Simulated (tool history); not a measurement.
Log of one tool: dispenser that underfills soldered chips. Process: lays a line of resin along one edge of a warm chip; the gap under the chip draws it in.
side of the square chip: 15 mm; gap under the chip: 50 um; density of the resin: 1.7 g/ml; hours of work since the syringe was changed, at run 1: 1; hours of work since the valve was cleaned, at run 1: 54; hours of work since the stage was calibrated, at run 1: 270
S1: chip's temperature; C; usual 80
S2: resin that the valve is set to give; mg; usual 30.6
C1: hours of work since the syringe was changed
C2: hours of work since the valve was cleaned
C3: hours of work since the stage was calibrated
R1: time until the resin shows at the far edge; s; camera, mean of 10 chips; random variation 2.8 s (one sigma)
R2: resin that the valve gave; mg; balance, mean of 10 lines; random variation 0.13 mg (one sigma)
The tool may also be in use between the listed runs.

run  hour  S1    S2  C1  C2   C3     R1     R2
  1     0  80  30.6   1  54  270  329.3  29.09
  2   5.4  80    26   5  58  274  440.8  24.65
      8.9  -- new syringe of resin
  3    13  80  30.6   3  64  280  383.2  28.94
     18.8  -- new syringe of resin
  4    21  80  30.6   2  70  286  349.9  28.74
  5  26.4  80  30.6   6  74  291  454.9  28.58
     29.2  -- new syringe of resin
  6  33.6  80  30.6   4  80  296  379.2  28.48
     39.3  -- new syringe of resin
  7  42.1  80  30.6   2  86  303  360.3  28.28
  8  46.3  65  30.6   6  90  306  909.7  28.27

Run 9 comes next. What will it give?
     49.4  -- new syringe of resin
  9  54.6  91  35.1   4  96  312   ?   ?

{"run 9": {"R1": 245.7, "R2": 32.35}}
Without the tool's hidden state the same run would have given R1 170.1 s, R2 35.24 mg.
